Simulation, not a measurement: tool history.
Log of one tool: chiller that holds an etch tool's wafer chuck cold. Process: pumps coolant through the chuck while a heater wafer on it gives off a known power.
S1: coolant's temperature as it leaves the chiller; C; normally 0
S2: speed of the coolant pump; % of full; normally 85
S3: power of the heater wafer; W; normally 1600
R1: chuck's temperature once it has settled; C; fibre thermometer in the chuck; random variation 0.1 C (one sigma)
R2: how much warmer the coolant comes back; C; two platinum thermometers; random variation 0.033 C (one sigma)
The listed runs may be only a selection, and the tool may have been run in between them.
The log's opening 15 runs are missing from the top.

Run 16, hour 344.9: usual settings but S1 -4 C. Result: R1 7.6 C, R2 4.61 C.
Run 17, hour 377.9: usual settings but S1 -4 C. Result: R1 7.6 C, R2 4.60 C.
Run 18, hour 409.4: usual settings but S1 -4 C, S2 71 % of full. Result: R1 9.6 C, R2 5.61 C.
Run 19, hour 437.8: usual settings but S3 1380 W. Result: R1 10.1 C, R2 4.01 C.
Run 20, hour 452.8: usual settings but S2 63 % of full. Result: R1 15.2 C, R2 6.46 C.
Run 21, hour 477.1: usual settings but S2 63 % of full. Result: R1 15.2 C, R2 6.50 C.
Run 22, hour 509.3: usual settings but S1 -10 C, S2 86 % of full, S3 1145 W. Result: R1 -1.7 C, R2 3.37 C.
Run 23, hour 541.8: usual settings but S1 -10 C, S2 86 % of full, S3 1145 W. Result: R1 -1.7 C, R2 3.27 C.
Run 24, hour 557.2: usual settings but S1 -10 C, S2 86 % of full, S3 1145 W. Result: R1 -1.7 C, R2 3.34 C.
Run 25, hour 590.2: usual settings but S1 -10 C, S2 86 % of full, S3 1145 W. Result: R1 -1.7 C, R2 3.30 C.
Run 26, hour 607.2: usual settings but S1 2 C, S2 86 % of full, S3 2260 W. Result: R1 18.6 C, R2 6.55 C.
Run 27, hour 624.6: usual settings but S1 8 C, S2 66 % of full, S3 1565 W. Result: R1 22.3 C, R2 6.06 C.
Run 28, hour 646.3: usual settings but S1 -8 C, S2 91 % of full, S3 1084 W. Result: R1 -0.6 C, R2 2.97 C.
Run 29, hour 662.6: usual settings but S2 98 % of full. Result: R1 10.6 C, R2 4.05 C.
Run 30, hour 679.7: usual settings but S1 -4 C, S2 62 % of full, S3 1883 W. Result: R1 14.1 C, R2 7.77 C.
Run 31, hour 700.7: usual settings but S1 5 C, S2 93 % of full, S3 946 W. Result: R1 11.5 C, R2 2.50 C.

Here are 3 independent what-if runs from the current tool condition. What would each one return?
Run A, hour 719.8: usual settings but S1 1 C, S2 75 % of full, S3 2079 W. Result: R1 ?, R2 ?.
Run B, hour 719.8: usual settings but S1 2 C, S2 93 % of full, S3 946 W. Result: R1 ?, R2 ?.
Run C, hour 719.8: usual settings but S2 68 % of full. Result: R1 ?, R2 ?.

run    R1    R2
  A  18.4  7.06
  B   8.6  2.52
  C  14.5  6.05
Stripped of hidden state, with their random variation kept, the same runs would have yielded:
run    R1    R2
  A  15.6  6.57
  B   7.6  2.35
  C  12.2  5.63

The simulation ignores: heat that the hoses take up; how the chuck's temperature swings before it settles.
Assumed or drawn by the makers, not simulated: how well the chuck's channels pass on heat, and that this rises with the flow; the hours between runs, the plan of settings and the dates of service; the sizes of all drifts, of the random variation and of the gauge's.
